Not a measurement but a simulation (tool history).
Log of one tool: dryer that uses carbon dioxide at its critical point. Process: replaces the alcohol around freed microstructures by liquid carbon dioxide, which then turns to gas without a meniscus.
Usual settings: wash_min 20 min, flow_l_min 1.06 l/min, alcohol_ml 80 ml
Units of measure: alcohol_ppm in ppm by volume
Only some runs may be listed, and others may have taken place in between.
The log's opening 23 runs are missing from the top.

Run 24, hour 308.7: usual settings but flow_l_min 0.81 l/min. Result: alcohol_ppm 847 ppm by volume.
Run 25, hour 328.7: usual settings but wash_min 17 min, flow_l_min 1.25 l/min, alcohol_ml 31 ml. Result: alcohol_ppm 170 ppm by volume.
Run 26, hour 344.9: usual settings but flow_l_min 1.47 l/min, alcohol_ml 34 ml. Result: alcohol_ppm 75 ppm by volume.
Run 27, hour 358.4: usual settings but flow_l_min 1.47 l/min, alcohol_ml 59 ml. Result: alcohol_ppm 91 ppm by volume.
Run 28, hour 375.3: usual settings but wash_min 18 min, flow_l_min 0.73 l/min. Result: alcohol_ppm 1550 ppm by volume.
Run 29, hour 385.7: usual settings but wash_min 18 min, flow_l_min 0.73 l/min. Result: alcohol_ppm 1557 ppm by volume.
Run 30, hour 394: usual settings but flow_l_min 1.36 l/min. Result: alcohol_ppm 154 ppm by volume.
Run 31, hour 405.1: usual settings but flow_l_min 1.74 l/min, alcohol_ml 40 ml. Result: alcohol_ppm 62 ppm by volume.
Run 32, hour 416.9: usual settings but wash_min 19 min, flow_l_min 0.87 l/min, alcohol_ml 44 ml. Result: alcohol_ppm 486 ppm by volume.
Run 33, hour 431: usual settings but flow_l_min 0.86 l/min. Result: alcohol_ppm 735 ppm by volume.
Run 34, hour 448.7: usual settings but wash_min 28 min, flow_l_min 0.86 l/min, alcohol_ml 57 ml. Result: alcohol_ppm 194 ppm by volume.
Run 35, hour 466.4: usual settings but wash_min 25 min, flow_l_min 0.75 l/min, alcohol_ml 85 ml. Result: alcohol_ppm 610 ppm by volume.
Run 36, hour 483.7: usual settings but flow_l_min 0.75 l/min, alcohol_ml 85 ml. Result: alcohol_ppm 1191 ppm by volume.
At hour 496.5: inlet filter changed.
Run 37, hour 501.1: usual settings but wash_min 21 min, flow_l_min 0.96 l/min, alcohol_ml 85 ml. Result: alcohol_ppm 304 ppm by volume.
Run 38, hour 509.6: usual settings but wash_min 21 min, flow_l_min 0.96 l/min, alcohol_ml 39 ml. Result: alcohol_ppm 177 ppm by volume.
Run 39, hour 526.9: usual settings but wash_min 21 min, flow_l_min 0.83 l/min, alcohol_ml 21 ml. Result: alcohol_ppm 172 ppm by volume.
Run 40, hour 537.7: usual settings but flow_l_min 0.95 l/min, alcohol_ml 79 ml. Result: alcohol_ppm 372 ppm by volume.
Run 41, hour 555.4: usual settings but flow_l_min 0.89 l/min, alcohol_ml 103 ml. Result: alcohol_ppm 597 ppm by volume.
Run 42, hour 573.3: usual settings but wash_min 24 min, flow_l_min 1.53 l/min, alcohol_ml 103 ml. Result: alcohol_ppm 62 ppm by volume.
Run 43, hour 586.8: usual settings but wash_min 19 min, flow_l_min 0.87 l/min, alcohol_ml 58 ml. Result: alcohol_ppm 450 ppm by volume.

The next listed run, before its measurement:
Run 44, hour 604: usual settings but wash_min 19 min, flow_l_min 0.87 l/min, alcohol_ml 58 ml. Result: alcohol_ppm ?.

{"run 44": {"alcohol_ppm": 477}}
Were there no unlogged condition in the tool, this run, its random variation unchanged, would have produced alcohol_ppm 386 ppm by volume.

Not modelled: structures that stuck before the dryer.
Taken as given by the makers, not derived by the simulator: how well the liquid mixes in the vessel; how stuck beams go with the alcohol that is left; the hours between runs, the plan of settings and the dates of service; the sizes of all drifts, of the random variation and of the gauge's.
